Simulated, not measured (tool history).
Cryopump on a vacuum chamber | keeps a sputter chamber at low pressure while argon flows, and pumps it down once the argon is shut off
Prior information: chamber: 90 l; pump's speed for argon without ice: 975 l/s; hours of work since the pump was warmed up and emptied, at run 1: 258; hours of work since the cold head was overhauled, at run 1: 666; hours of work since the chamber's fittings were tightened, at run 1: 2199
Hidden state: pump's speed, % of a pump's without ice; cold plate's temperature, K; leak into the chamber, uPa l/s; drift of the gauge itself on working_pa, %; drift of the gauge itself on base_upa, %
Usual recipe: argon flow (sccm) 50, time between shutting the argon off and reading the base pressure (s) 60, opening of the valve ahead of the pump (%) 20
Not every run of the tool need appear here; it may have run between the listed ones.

| run | hour | argon flow (sccm) | time between shutting the argon off and reading the base pressure (s) | opening of the valve ahead of the pump (%) | hours of work since the pump was warmed up and emptied | hours of work since the cold head was overhauled | hours of work since the chamber's fittings were tightened | pressure while argon flows (Pa) | pressure after the wait (uPa) |
|---|---|---|---|---|---|---|---|---|---|
| 1 | 0.0 | 50 | 60 | 20 | 258 | 666 | 2199 | 0.4535 | 4.66 |
| 2 | 73.7 | 50 | 60 | 20 | 309 | 716 | 2250 | 0.4570 | 4.77 |
|  | 154.3 | pump warmed up, emptied and cooled again |
| 3 | 177.9 | 50 | 60 | 20 | 16 | 785 | 2319 | 0.4350 | 4.32 |
| 4 | 260.6 | 50 | 60 | 20 | 73 | 842 | 2376 | 0.4395 | 4.26 |
| 5 | 339.4 | 40 | 60 | 20 | 127 | 896 | 2430 | 0.3567 | 4.50 |
| 6 | 381.4 | 40 | 60 | 20 | 156 | 925 | 2459 | 0.3581 | 4.49 |
| 7 | 480.6 | 40 | 60 | 20 | 225 | 993 | 2527 | 0.3627 | 4.74 |
| 8 | 533.9 | 40 | 60 | 20 | 261 | 1030 | 2564 | 0.3669 | 5.07 |
|  | 597.2 | leaking fittings of the chamber tightened, without venting |
| 9 | 602.7 | 50 | 60 | 20 | 307 | 1076 | 4 | 0.4599 | 2.52 |
| 10 | 663.1 | 50 | 95 | 20 | 349 | 1117 | 45 | 0.4662 | 1.79 |
|  | 684.5 | pump warmed up, emptied and cooled again |
| 11 | 742.9 | 50 | 60 | 20 | 40 | 1169 | 97 | 0.4388 | 2.48 |
| 12 | 797.9 | 50 | 60 | 20 | 78 | 1207 | 135 | 0.4414 | 2.52 |
| 13 | 878.1 | 48 | 60 | 20 | 133 | 1262 | 190 | 0.4260 | 2.55 |
| 14 | 976.9 | 50 | 60 | 20 | 201 | 1330 | 258 | 0.4503 | 2.69 |
| 15 | 1077.1 | 53 | 60 | 20 | 270 | 1399 | 327 | 0.4822 | 2.82 |
| 16 | 1168.3 | 53 | 60 | 20 | 333 | 1462 | 390 | 0.4924 | 2.88 |
|  | 1211.7 | pump warmed up, emptied and cooled again |
| 17 | 1226.1 | 50 | 60 | 57 | 10 | 1498 | 426 | 0.1553 | 2.66 |
| 18 | 1285.1 | 50 | 288 | 20 | 51 | 1539 | 467 | 0.4405 | 1.13 |
| 19 | 1333.3 | 50 | 46 | 33 | 84 | 1572 | 500 | 0.2710 | 3.45 |
| 20 | 1415.2 | 50 | 46 | 33 | 140 | 1629 | 556 | 0.2740 | 3.51 |
| 21 | 1503.6 | 57 | 60 | 54 | 201 | 1689 | 617 | 0.2016 | 3.01 |
| 22 | 1598.8 | 29 | 73 | 20 | 267 | 1755 | 683 | 0.2642 | 2.70 |
| 23 | 1651.7 | 74 | 54 | 23 | 303 | 1791 | 719 | 0.5973 | 3.38 |
| 24 | 1725.4 | 80 | 60 | 46 | 354 | 1842 | 770 | 0.3511 | 3.30 |
|  | 1739.7 | pump warmed up, emptied and cooled again |
| 25 | 1828.9 | 75 | 254 | 20 | 61 | 1910 | 838 | 0.6583 | 1.48 |

Run 26, settings as shown, results not yet in. Your forecast:
| 26 | 1933.4 | 75 | 29 | 39 | 133 | 1982 | 910 | ? | ? |

{"run 26": {"pressure while argon flows (Pa)": 0.3525, "pressure after the wait (uPa)": 5.5}}
Take away the tool's hidden state, keep the run-to-run variation as it was, and the same run would have given pressure while argon flows (Pa) 0.3354, pressure after the wait (uPa) 4.65.

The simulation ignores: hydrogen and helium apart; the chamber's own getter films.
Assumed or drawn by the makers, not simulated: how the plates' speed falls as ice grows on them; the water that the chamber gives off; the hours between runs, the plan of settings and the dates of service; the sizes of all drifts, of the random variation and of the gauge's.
